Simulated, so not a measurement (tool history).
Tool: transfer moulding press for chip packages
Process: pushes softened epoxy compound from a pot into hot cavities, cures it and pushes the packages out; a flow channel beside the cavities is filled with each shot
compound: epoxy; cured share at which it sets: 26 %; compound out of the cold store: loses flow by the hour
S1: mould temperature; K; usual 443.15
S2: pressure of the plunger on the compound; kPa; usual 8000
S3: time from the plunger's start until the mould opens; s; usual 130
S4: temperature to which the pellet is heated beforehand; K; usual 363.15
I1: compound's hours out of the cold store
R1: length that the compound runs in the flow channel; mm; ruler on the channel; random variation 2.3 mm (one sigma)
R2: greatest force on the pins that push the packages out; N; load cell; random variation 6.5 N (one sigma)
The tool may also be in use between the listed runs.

{"run": 1, "hour": 0.0, "S1": 443.15, "S2": 8000, "S3": 130, "S4": 363.15, "I1": 39.7, "R1": 686, "R2": 377}
{"hour": 13.1, "done": "cavities cleaned with cleaning compound and waxed"}
{"run": 2, "hour": 26.2, "S1": 443.15, "S2": 8000, "S3": 130, "S4": 363.15, "I1": 12.1, "R1": 764, "R2": 338}
{"run": 3, "hour": 44.8, "S1": 443.15, "S2": 8000, "S3": 130, "S4": 363.15, "I1": 31.2, "R1": 705, "R2": 372}
{"hour": 60.4, "done": "cavities cleaned with cleaning compound and waxed"}
{"run": 4, "hour": 61.8, "S1": 443.15, "S2": 8000, "S3": 130, "S4": 364.15, "I1": 16, "R1": 750, "R2": 287}
{"run": 5, "hour": 85.1, "S1": 443.15, "S2": 8000, "S3": 130, "S4": 363.15, "I1": 24.2, "R1": 725, "R2": 368}
{"hour": 109.2, "done": "cavities cleaned with cleaning compound and waxed"}
{"run": 6, "hour": 109.2, "S1": 443.15, "S2": 8000, "S3": 130, "S4": 363.15, "I1": 23.4, "R1": 728, "R2": 267}
{"run": 7, "hour": 123.1, "S1": 443.15, "S2": 8000, "S3": 130, "S4": 363.15, "I1": 20.4, "R1": 730, "R2": 318}
{"run": 8, "hour": 134.7, "S1": 443.15, "S2": 8000, "S3": 130, "S4": 363.15, "I1": 32.7, "R1": 695, "R2": 353}
{"run": 9, "hour": 151.5, "S1": 443.15, "S2": 8000, "S3": 130, "S4": 363.15, "I1": 18.4, "R1": 737, "R2": 435}
{"hour": 157.2, "done": "cavities cleaned with cleaning compound and waxed"}
{"run": 10, "hour": 179.1, "S1": 443.15, "S2": 9620, "S3": 130, "S4": 363.15, "I1": 32.7, "R1": 760, "R2": 354}
{"run": 11, "hour": 202.0, "S1": 443.15, "S2": 9620, "S3": 130, "S4": 363.15, "I1": 38.9, "R1": 735, "R2": 412}
{"hour": 205.4, "done": "cavities cleaned with cleaning compound and waxed"}
{"run": 12, "hour": 228.4, "S1": 443.15, "S2": 9620, "S3": 130, "S4": 363.15, "I1": 44.6, "R1": 721, "R2": 347}
{"run": 13, "hour": 242.7, "S1": 443.15, "S2": 9620, "S3": 159, "S4": 363.15, "I1": 8.9, "R1": 837, "R2": 372}
{"hour": 253.8, "done": "cavities cleaned with cleaning compound and waxed"}
{"run": 14, "hour": 263.8, "S1": 450.15, "S2": 8000, "S3": 130, "S4": 363.15, "I1": 23.5, "R1": 694, "R2": 267}
{"run": 15, "hour": 278.6, "S1": 442.15, "S2": 9040, "S3": 127, "S4": 367.15, "I1": 20.4, "R1": 767, "R2": 386}
{"run": 16, "hour": 290.3, "S1": 442.15, "S2": 9040, "S3": 147, "S4": 367.15, "I1": 11.2, "R1": 804, "R2": 378}
{"hour": 301.5, "done": "cavities cleaned with cleaning compound and waxed"}
{"run": 17, "hour": 312.4, "S1": 442.15, "S2": 6500, "S3": 147, "S4": 361.15, "I1": 22.2, "R1": 647, "R2": 287}
{"run": 18, "hour": 323.3, "S1": 443.15, "S2": 8000, "S3": 130, "S4": 370.15, "I1": 36.8, "R1": 670, "R2": 342}
{"hour": 336.3, "done": "mould's thermocouples calibrated"}
{"run": 19, "hour": 337.7, "S1": 443.15, "S2": 8000, "S3": 130, "S4": 370.15, "I1": 33.7, "R1": 684, "R2": 390}
{"hour": 351.6, "done": "cavities cleaned with cleaning compound and waxed"}
{"run": 20, "hour": 354.1, "S1": 444.15, "S2": 9050, "S3": 138, "S4": 369.15, "I1": 8.9, "R1": 799, "R2": 252}
{"run": 21, "hour": 371.1, "S1": 443.15, "S2": 6290, "S3": 130, "S4": 363.15, "I1": 14, "R1": 653, "R2": 357}
{"run": 22, "hour": 396.1, "S1": 437.15, "S2": 9070, "S3": 130, "S4": 362.15, "I1": 12.5, "R1": 809, "R2": 600}
{"hour": 399.2, "done": "cavities cleaned with cleaning compound and waxed"}
{"run": 23, "hour": 414.8, "S1": 440.15, "S2": 9620, "S3": 130, "S4": 363.15, "I1": 25.4, "R1": 779, "R2": 369}
{"run": 24, "hour": 430.8, "S1": 448.15, "S2": 6480, "S3": 130, "S4": 363.15, "I1": 36.9, "R1": 590, "R2": 344}
{"hour": 447.3, "done": "cavities cleaned with cleaning compound and waxed"}
{"run": 25, "hour": 452.4, "S1": 438.15, "S2": 6150, "S3": 119, "S4": 369.15, "I1": 38.2, "R1": 591, "R2": 430}
{"run": 26, "hour": 471.4, "S1": 438.15, "S2": 8200, "S3": 119, "S4": 369.15, "I1": 33.4, "R1": 698, "R2": 544}

Forecast each of these 3 alternatives for the next run:
{"run": "A", "hour": 488.6, "S1": 435.15, "S2": 7630, "S3": 130, "S4": 369.15, "I1": 10.5, "R1": "?", "R2": "?"}
{"run": "B", "hour": 488.6, "S1": 448.15, "S2": 6440, "S3": 119, "S4": 353.15, "I1": 32.2, "R1": "?", "R2": "?"}
{"run": "C", "hour": 488.6, "S1": 443.15, "S2": 8370, "S3": 142, "S4": 371.15, "I1": 39.5, "R1": "?", "R2": "?"}

run=A R1=746 R2=669
run=B R1=597 R2=397
run=C R1=669 R2=394
Without the tool's hidden state the same runs would have given:
run=A R1=799 R2=416
run=B R1=639 R2=247
run=C R1=716 R2=246

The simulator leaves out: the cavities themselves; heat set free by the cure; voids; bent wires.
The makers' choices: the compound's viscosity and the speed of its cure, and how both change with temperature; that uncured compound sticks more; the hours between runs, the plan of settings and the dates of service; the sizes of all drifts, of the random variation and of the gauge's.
